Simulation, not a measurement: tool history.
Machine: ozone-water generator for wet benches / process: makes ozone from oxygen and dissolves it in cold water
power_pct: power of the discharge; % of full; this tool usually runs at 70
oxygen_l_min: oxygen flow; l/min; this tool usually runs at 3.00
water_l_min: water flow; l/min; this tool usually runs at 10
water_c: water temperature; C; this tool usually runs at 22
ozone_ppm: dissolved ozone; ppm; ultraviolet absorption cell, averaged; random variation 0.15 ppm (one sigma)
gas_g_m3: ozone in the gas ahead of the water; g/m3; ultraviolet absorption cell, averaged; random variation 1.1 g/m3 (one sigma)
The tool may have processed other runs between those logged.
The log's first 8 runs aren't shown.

run,hour,power_pct,oxygen_l_min,water_l_min,water_c,hours of work since the electrodes were changed,hours of work since the contactor was cleaned,hours of work since the thermometer was calibrated,ozone_ppm,gas_g_m3
9,587.3,70,1.59,10,22,671,4168,2310,17.1,263.8
10,679.8,70,3.00,10,22,743,4239,2381,17.9,191.6
11,766.8,70,3.00,10,22,810,4306,2449,17.9,191.8
12,859.1,70,3.00,10,22,882,4378,2520,17.5,191.4
13,943.8,70,3.00,10,22,947,4444,2586,17.8,187.6
14,1021.8,70,3.00,10,22,1008,4504,2646,17.7,189.8
15,1065.8,96,3.00,10,22,1042,4538,2680,21.2,226.7
16,1113.6,96,3.00,10,19,1079,4575,2717,22.1,228.4
17,1160.4,78,1.76,7,29,1115,4611,2753,22.0,263.9
18,1203.9,70,1.83,10,17,1148,4645,2787,18.4,243.4
19,1298.2,84,3.00,7,22,1221,4718,2860,25.1,209.3
20,1371.2,41,3.18,11,15,1278,4774,2917,13.5,135.9
21,1457.8,55,2.03,13,16,1345,4841,2984,12.7,199.3
22,1546.4,55,2.03,13,16,1414,4910,3052,12.8,199.6
23,1587.9,58,4.81,13,15,1446,4942,3084,14.2,135.7
24,1633.5,65,3.77,16,22,1481,4977,3120,11.6,162.0
25,1708.1,70,2.81,9,21,1539,5035,3177,19.2,191.9
26,1762.1,70,2.81,9,21,1581,5077,3219,19.2,192.9
27,1812.2,70,2.81,9,21,1619,5116,3258,19.2,194.4
28,1880.8,45,3.02,7,29,1672,5169,3311,15.3,146.4
29,1963.2,70,3.00,8,22,1736,5233,3375,20.1,188.6
30,2056.7,72,3.00,7,19,1809,5305,3447,24.0,191.5
31,2107.1,64,4.81,12,22,1848,5344,3486,13.9,141.2
32,2173.3,70,3.00,10,20,1899,5395,3538,18.0,185.9

Each row is a separate what-if for the run after 32, all from the same tool condition, not one after another. Results?
A,2229.1,70,1.94,10,22,1942,5439,3581,?,?
B,2229.1,70,3.73,10,20,1942,5439,3581,?,?
C,2229.1,69,3.00,7,14,1942,5439,3581,?,?
D,2229.1,45,3.69,10,22,1942,5439,3581,?,?
E,2229.1,59,1.91,10,22,1942,5439,3581,?,?

run,ozone_ppm,gas_g_m3
A,17.1,234.0
B,17.8,167.7
C,25.3,186.5
D,13.3,132.7
E,15.4,210.5
Take away the tool's hidden state, keep each run's random variation, and the runs would have read:
run,ozone_ppm,gas_g_m3
A,19.0,241.4
B,19.8,173.1
C,27.9,192.4
D,14.7,135.8
E,17.1,216.5

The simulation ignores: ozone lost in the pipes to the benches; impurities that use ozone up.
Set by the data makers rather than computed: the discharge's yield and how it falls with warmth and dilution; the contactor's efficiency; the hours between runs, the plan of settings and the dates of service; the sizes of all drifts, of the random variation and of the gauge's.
